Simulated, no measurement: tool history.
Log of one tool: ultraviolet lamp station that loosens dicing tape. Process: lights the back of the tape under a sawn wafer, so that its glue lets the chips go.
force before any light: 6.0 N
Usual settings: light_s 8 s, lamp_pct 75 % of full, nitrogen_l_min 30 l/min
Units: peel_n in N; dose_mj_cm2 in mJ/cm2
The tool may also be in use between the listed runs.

run	hour	light_s	lamp_pct	nitrogen_l_min	peel_n	dose_mj_cm2
1	0.0	8	75	30	1.105	328
2	70.5	8	75	30	1.173	323
3	115.2	8	75	30	1.187	315
4	160.6	8	75	30	1.216	318
5	223.3	8	75	30	1.254	312
6	283.5	8	75	30	1.283	307
7	343.9	8	75	24	1.418	307
# hour 396.2: lamp changed
8	410.4	8	75	24	1.053	383
9	448.9	8	75	30	0.891	377
10	505.3	8	75	30	0.953	372
11	541.8	8	75	30	0.948	365
12	611.6	8	75	30	0.984	363
# hour 632.3: window cleaned of glue's vapour
13	661.2	8	75	30	1.188	329
14	700.4	8	75	23	1.387	327
15	743.3	8	75	23	1.383	322
16	786.3	8	75	23	1.408	318
17	816.1	8	74	30	1.211	309
18	886.8	11	75	30	0.739	422
19	928.0	11	75	30	0.728	423
20	978.7	11	67	30	0.937	372
# hour 1035.3: window cleaned of glue's vapour, once more
21	1035.6	8	68	30	1.009	358
22	1103.3	8	68	30	1.033	352
23	1142.6	8	77	17	1.242	395
24	1213.5	12	77	17	0.586	576
25	1276.6	8	73	14	1.592	363
26	1306.2	11	77	10	1.120	527
27	1350.2	11	77	10	1.110	513
28	1386.7	12	64	30	0.597	469
29	1440.7	9	64	13	1.703	347
30	1475.3	5	64	13	2.949	188
31	1508.6	5	64	13	3.034	189
32	1581.6	9	94	26	0.602	502
33	1643.3	4	100	26	1.956	232
34	1690.4	4	100	18	2.340	228
35	1761.3	5	85	25	1.955	236
36	1803.0	5	85	25	1.906	236
37	1858.0	5	85	25	1.950	235
38	1925.3	8	90	34	0.775	386
39	1986.6	15	75	12	0.781	594
# hour 2017.9: window cleaned of glue's vapour
40	2019.5	7	75	37	1.111	312
41	2084.6	9	75	37	0.677	397
42	2133.8	9	75	37	0.740	389

3 ways to go on from here, each from the tool as it stands after run 42. What would each give?
A	2164.0	9	70	9	?	?
B	2164.0	4	75	22	?	?
C	2164.0	11	75	27	?	?

run	peel_n	dose_mj_cm2
A	1.963	360
B	2.822	173
C	0.628	478
Without the tool's hidden state the same runs would have given:
run	peel_n	dose_mj_cm2
A	1.536	441
B	2.374	211
C	0.401	585
